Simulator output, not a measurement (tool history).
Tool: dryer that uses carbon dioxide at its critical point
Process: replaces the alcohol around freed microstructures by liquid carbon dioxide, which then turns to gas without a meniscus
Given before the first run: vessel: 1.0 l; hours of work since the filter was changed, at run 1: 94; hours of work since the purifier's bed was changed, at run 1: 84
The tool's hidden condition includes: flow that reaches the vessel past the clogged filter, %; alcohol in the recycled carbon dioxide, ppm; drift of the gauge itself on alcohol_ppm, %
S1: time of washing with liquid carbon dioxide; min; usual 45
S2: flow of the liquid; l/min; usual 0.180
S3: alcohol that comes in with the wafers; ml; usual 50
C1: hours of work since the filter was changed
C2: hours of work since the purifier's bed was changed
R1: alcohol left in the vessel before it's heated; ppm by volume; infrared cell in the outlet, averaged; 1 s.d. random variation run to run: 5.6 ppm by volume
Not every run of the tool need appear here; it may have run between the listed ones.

run 1 day=0.000 | S1=45 S2=0.180 S3=50 | C1=94 C2=84 | R1=192
run 2 day=0.646 | S1=45 S2=0.180 S3=50 | C1=99 C2=90 | R1=199
run 3 day=1.412 | S1=45 S2=0.131 S3=50 | C1=106 C2=97 | R1=790
run 4 day=2.012 | S1=45 S2=0.203 S3=50 | C1=111 C2=102 | R1=111
run 5 day=2.617 | S1=45 S2=0.180 S3=21 | C1=117 C2=107 | R1=95
run 6 day=3.646 | S1=45 S2=0.180 S3=21 | C1=126 C2=116 | R1=86
run 7 day=4.704 | S1=45 S2=0.180 S3=21 | C1=135 C2=126 | R1=95
run 8 day=5.254 | S1=45 S2=0.180 S3=21 | C1=140 C2=130 | R1=93
run 9 day=6.312 | S1=45 S2=0.180 S3=21 | C1=149 C2=140 | R1=93
run 10 day=7.275 | S1=30 S2=0.180 S3=50 | C1=158 C2=148 | R1=1208
run 11 day=8.221 | S1=30 S2=0.180 S3=50 | C1=166 C2=157 | R1=1204
run 12 day=9.188 | S1=45 S2=0.174 S3=50 | C1=175 C2=165 | R1=258
run 13 day=9.712 | S1=45 S2=0.180 S3=50 | C1=179 C2=170 | R1=212
run 14 day=10.425 | S1=45 S2=0.180 S3=50 | C1=186 C2=176 | R1=220
run 15 day=11.088 | S1=45 S2=0.180 S3=50 | C1=191 C2=182 | R1=222
run 16 day=11.933 | S1=37 S2=0.180 S3=50 | C1=199 C2=189 | R1=547
run 17 day=13.088 | S1=45 S2=0.180 S3=22 | C1=209 C2=200 | R1=121
run 18 day=13.704 | S1=45 S2=0.180 S3=22 | C1=215 C2=205 | R1=117
run 19 day=14.400 | S1=45 S2=0.180 S3=22 | C1=221 C2=211 | R1=119
run 20 day=15.512 | S1=45 S2=0.180 S3=22 | C1=230 C2=221 | R1=121
run 21 day=16.567 | S1=45 S2=0.180 S3=50 | C1=240 C2=230 | R1=241
run 22 day=17.162 | S1=52 S2=0.180 S3=50 | C1=245 C2=235 | R1=122
run 23 day=17.783 | S1=52 S2=0.180 S3=24 | C1=251 C2=241 | R1=86
run 24 day=18.342 | S1=30 S2=0.180 S3=24 | C1=255 C2=246 | R1=629
run 25 day=19.471 | S1=45 S2=0.180 S3=97 | C1=265 C2=256 | R1=414
run 26 day=19.996 | S1=45 S2=0.180 S3=97 | C1=270 C2=260 | R1=422
run 27 day=20.867 | S1=45 S2=0.180 S3=97 | C1=278 C2=268 | R1=432
run 28 day=21.629 | S1=38 S2=0.180 S3=97 | C1=284 C2=275 | R1=954
run 29 day=22.517 | S1=45 S2=0.128 S3=50 | C1=292 C2=283 | R1=976
run 30 day=23.112 | S1=71 S2=0.133 S3=37 | C1=298 C2=288 | R1=97
run 31 day=24.258 | S1=56 S2=0.230 S3=51 | C1=308 C2=298 | R1=58
run 32 day=24.850 | S1=58 S2=0.144 S3=51 | C1=313 C2=303 | R1=213
run 33 day=25.367 | S1=48 S2=0.123 S3=72 | C1=317 C2=308 | R1=1256
run 34 day=26.133 | S1=46 S2=0.226 S3=72 | C1=324 C2=315 | R1=118
run 35 day=27.258 | S1=46 S2=0.226 S3=72 | C1=334 C2=325 | R1=129
run 36 day=27.988 | S1=51 S2=0.128 S3=50 | C1=341 C2=331 | R1=609
run 37 day=28.879 | S1=45 S2=0.186 S3=29 | C1=348 C2=339 | R1=154
run 38 day=29.375 | S1=40 S2=0.123 S3=88 | C1=353 C2=343 | R1=2879
run 39 day=30.383 | S1=45 S2=0.119 S3=50 | C1=362 C2=352 | R1=1297
run 40 day=30.879 | S1=45 S2=0.119 S3=50 | C1=366 C2=356 | R1=1288
run 41 day=31.567 | S1=32 S2=0.112 S3=34 | C1=372 C2=363 | R1=2925
run 42 day=32.283 | S1=32 S2=0.198 S3=34 | C1=378 C2=369 | R1=545
run 43 day=32.929 | S1=32 S2=0.198 S3=34 | C1=384 C2=375 | R1=551
run 44 day=33.788 | S1=39 S2=0.178 S3=23 | C1=392 C2=382 | R1=267
run 45 day=34.604 | S1=36 S2=0.219 S3=35 | C1=399 C2=389 | R1=242
run 46 day=35.812 | S1=36 S2=0.219 S3=35 | C1=410 C2=400 | R1=248

Branching from run 46: 5 alternative next runs. What would each branch give?
run A day=36.362 | S1=32 S2=0.222 S3=35 | C1=414 C2=405 | R1=?
run B day=36.362 | S1=31 S2=0.148 S3=45 | C1=414 C2=405 | R1=?
run C day=36.362 | S1=45 S2=0.229 S3=41 | C1=414 C2=405 | R1=?
run D day=36.362 | S1=32 S2=0.235 S3=103 | C1=414 C2=405 | R1=?
run E day=36.362 | S1=49 S2=0.177 S3=36 | C1=414 C2=405 | R1=?

run=A R1=374
run=B R1=2116
run=C R1=108
run=D R1=736
run=E R1=162
The same runs, with their run-to-run variation unchanged, on a tool lacking any hidden condition would have given:
run=A R1=247
run=B R1=1736
run=C R1=36
run=D R1=517
run=E R1=77
